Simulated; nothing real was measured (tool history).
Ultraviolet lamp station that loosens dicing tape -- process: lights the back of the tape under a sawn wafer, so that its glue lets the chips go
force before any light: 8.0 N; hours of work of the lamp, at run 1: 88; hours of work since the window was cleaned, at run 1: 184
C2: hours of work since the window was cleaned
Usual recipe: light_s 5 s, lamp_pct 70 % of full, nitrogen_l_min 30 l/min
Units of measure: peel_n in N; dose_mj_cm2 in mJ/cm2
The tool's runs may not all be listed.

{"run": 1, "day": 0.0, "light_s": 5, "lamp_pct": 70, "nitrogen_l_min": 30, "hours of work of the lamp": 88, "C2": 184, "peel_n": 1.269, "dose_mj_cm2": 364}
{"run": 2, "day": 0.767, "light_s": 5, "lamp_pct": 70, "nitrogen_l_min": 46, "hours of work of the lamp": 97, "C2": 193, "peel_n": 1.059, "dose_mj_cm2": 361}
{"run": 3, "day": 1.833, "light_s": 5, "lamp_pct": 70, "nitrogen_l_min": 10, "hours of work of the lamp": 110, "C2": 206, "peel_n": 2.109, "dose_mj_cm2": 356}
{"run": 4, "day": 3.133, "light_s": 5, "lamp_pct": 65, "nitrogen_l_min": 30, "hours of work of the lamp": 125, "C2": 221, "peel_n": 1.447, "dose_mj_cm2": 329}
{"run": 5, "day": 4.371, "light_s": 5, "lamp_pct": 70, "nitrogen_l_min": 16, "hours of work of the lamp": 140, "C2": 236, "peel_n": 1.73, "dose_mj_cm2": 352}
{"run": 6, "day": 5.583, "light_s": 5, "lamp_pct": 70, "nitrogen_l_min": 30, "hours of work of the lamp": 154, "C2": 250, "peel_n": 1.37, "dose_mj_cm2": 346}
{"run": 7, "day": 6.775, "light_s": 2, "lamp_pct": 70, "nitrogen_l_min": 30, "hours of work of the lamp": 168, "C2": 264, "peel_n": 3.977, "dose_mj_cm2": 137}
{"run": 8, "day": 8.075, "light_s": 2, "lamp_pct": 70, "nitrogen_l_min": 30, "hours of work of the lamp": 184, "C2": 279, "peel_n": 4.072, "dose_mj_cm2": 135}
{"run": 9, "day": 8.871, "light_s": 5, "lamp_pct": 70, "nitrogen_l_min": 30, "hours of work of the lamp": 193, "C2": 289, "peel_n": 1.43, "dose_mj_cm2": 335}
{"run": 10, "day": 9.833, "light_s": 5, "lamp_pct": 70, "nitrogen_l_min": 30, "hours of work of the lamp": 205, "C2": 300, "peel_n": 1.393, "dose_mj_cm2": 336}
{"run": 11, "day": 10.629, "light_s": 5, "lamp_pct": 70, "nitrogen_l_min": 30, "hours of work of the lamp": 214, "C2": 309, "peel_n": 1.479, "dose_mj_cm2": 331}
{"run": 12, "day": 11.654, "light_s": 5, "lamp_pct": 70, "nitrogen_l_min": 30, "hours of work of the lamp": 226, "C2": 322, "peel_n": 1.467, "dose_mj_cm2": 332}
{"run": 13, "day": 12.867, "light_s": 5, "lamp_pct": 70, "nitrogen_l_min": 30, "hours of work of the lamp": 240, "C2": 336, "peel_n": 1.463, "dose_mj_cm2": 329}
{"run": 14, "day": 13.938, "light_s": 5, "lamp_pct": 70, "nitrogen_l_min": 30, "hours of work of the lamp": 253, "C2": 349, "peel_n": 1.529, "dose_mj_cm2": 325}
{"run": 15, "day": 15.121, "light_s": 5, "lamp_pct": 70, "nitrogen_l_min": 21, "hours of work of the lamp": 267, "C2": 362, "peel_n": 1.814, "dose_mj_cm2": 322}
{"run": 16, "day": 16.796, "light_s": 2, "lamp_pct": 70, "nitrogen_l_min": 30, "hours of work of the lamp": 287, "C2": 382, "peel_n": 4.328, "dose_mj_cm2": 129}
{"run": 17, "day": 17.712, "light_s": 4, "lamp_pct": 85, "nitrogen_l_min": 30, "hours of work of the lamp": 298, "C2": 393, "peel_n": 1.675, "dose_mj_cm2": 303}
{"run": 18, "day": 18.717, "light_s": 4, "lamp_pct": 85, "nitrogen_l_min": 30, "hours of work of the lamp": 309, "C2": 405, "peel_n": 1.638, "dose_mj_cm2": 307}
{"run": 19, "day": 19.742, "light_s": 5, "lamp_pct": 70, "nitrogen_l_min": 30, "hours of work of the lamp": 322, "C2": 417, "peel_n": 1.596, "dose_mj_cm2": 317}
{"run": 20, "day": 20.717, "light_s": 3, "lamp_pct": 95, "nitrogen_l_min": 46, "hours of work of the lamp": 333, "C2": 429, "peel_n": 1.942, "dose_mj_cm2": 251}
{"run": 21, "day": 22.029, "light_s": 3, "lamp_pct": 95, "nitrogen_l_min": 35, "hours of work of the lamp": 349, "C2": 444, "peel_n": 2.122, "dose_mj_cm2": 246}

What does the tool deliver on the next run?
{"run": 22, "day": 23.179, "light_s": 3, "lamp_pct": 95, "nitrogen_l_min": 35, "hours of work of the lamp": 362, "C2": 458, "peel_n": "?", "dose_mj_cm2": "?"}

{"run 22": {"peel_n": 2.209, "dose_mj_cm2": 246}}
The same run, on a tool lacking any hidden state, would have yielded peel_n 1.514 N, dose_mj_cm2 317 mJ/cm2.
